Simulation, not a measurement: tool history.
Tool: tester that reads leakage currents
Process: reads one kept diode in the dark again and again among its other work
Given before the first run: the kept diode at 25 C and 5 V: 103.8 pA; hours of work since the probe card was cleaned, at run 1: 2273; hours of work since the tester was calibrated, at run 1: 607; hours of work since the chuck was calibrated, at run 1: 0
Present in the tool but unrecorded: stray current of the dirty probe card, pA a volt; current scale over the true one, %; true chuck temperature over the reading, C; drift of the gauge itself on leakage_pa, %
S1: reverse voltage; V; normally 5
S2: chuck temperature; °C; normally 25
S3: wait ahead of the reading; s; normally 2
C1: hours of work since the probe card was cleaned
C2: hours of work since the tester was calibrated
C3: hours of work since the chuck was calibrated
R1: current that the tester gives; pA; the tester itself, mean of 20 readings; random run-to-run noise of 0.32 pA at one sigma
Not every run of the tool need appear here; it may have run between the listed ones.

run    hour     S1  S2    S3    C1    C2    C3      R1
  1       0      5  25     2  2273   607     0  109.09
  2   179.3      5  25     2  2361   696    89  110.27
      278.5  -- probe card cleaned and baked
  3     283      5  25     2     2   746   139  104.39
  4   379.4      5  21     2    50   793   186   74.34
  5   539.8      5  21     2   129   873   266   74.86
  6   679.6      5  25     2   198   942   335  105.24
  7   839.4      5  42     2   278  1021   414  410.65
  8   949.9      5  25     2   332  1076   469  105.72
  9  1143.3      5  25     2   428  1171   564   107.4
 10  1305.7      5  25     2   508  1252   645  107.39
 11  1462.2      5  25     2   586  1329   722  108.59
 12  1549.3      5  39     2   629  1372   765  333.52
 13    1663   6.81  25     2   685  1428   821  130.59
 14  1771.7   6.81  25     2   739  1482   875  131.14
 15  1956.9      5  25     2   831  1574   967  110.01
 16  2081.8      5  25     2   892  1636  1029  109.77
 17  2174.8      5  25     2   938  1682  1075  110.32
 18    2294      5  25     2   997  1741  1134  111.25
 19    2386      5  25     2  1043  1786  1179  110.77
 20  2479.5      5  25     2  1089  1832  1225  111.59
 21  2667.9  13.78  39     2  1182  1926  1319  615.78
 22  2846.3   5.51  20     2  1271  2014  1407   79.14
 23  2998.5   5.51  20     2  1346  2089  1482   79.77
 24  3114.2      5  22  2.71  1403  2147  1540   88.94
 25    3215      5  22  2.71  1453  2196  1589    89.1
 26    3312   1.32  25  3.33  1501  2244  1637   51.91
 27  3505.9   1.17  34     2  1597  2340  1733   99.93
 28  3682.5   3.47  25  8.53  1684  2428  1821   93.36
 29  3833.7   3.47  32  2.07  1759  2503  1896  164.21
 30  3982.8   3.47  39  9.47  1833  2576  1969  282.46
 31  4066.8  14.78  39  9.47  1875  2618  2011   660.7
 32  4194.8   1.85  39     5  1938  2681  2074  196.41

Forecast run 33:
 33  4376.6  1.85  39   5  2028  2771  2164   ?

R1: 195.48 pA
Minus the tool's unlogged condition, the same run would have read R1 181.83 pA.

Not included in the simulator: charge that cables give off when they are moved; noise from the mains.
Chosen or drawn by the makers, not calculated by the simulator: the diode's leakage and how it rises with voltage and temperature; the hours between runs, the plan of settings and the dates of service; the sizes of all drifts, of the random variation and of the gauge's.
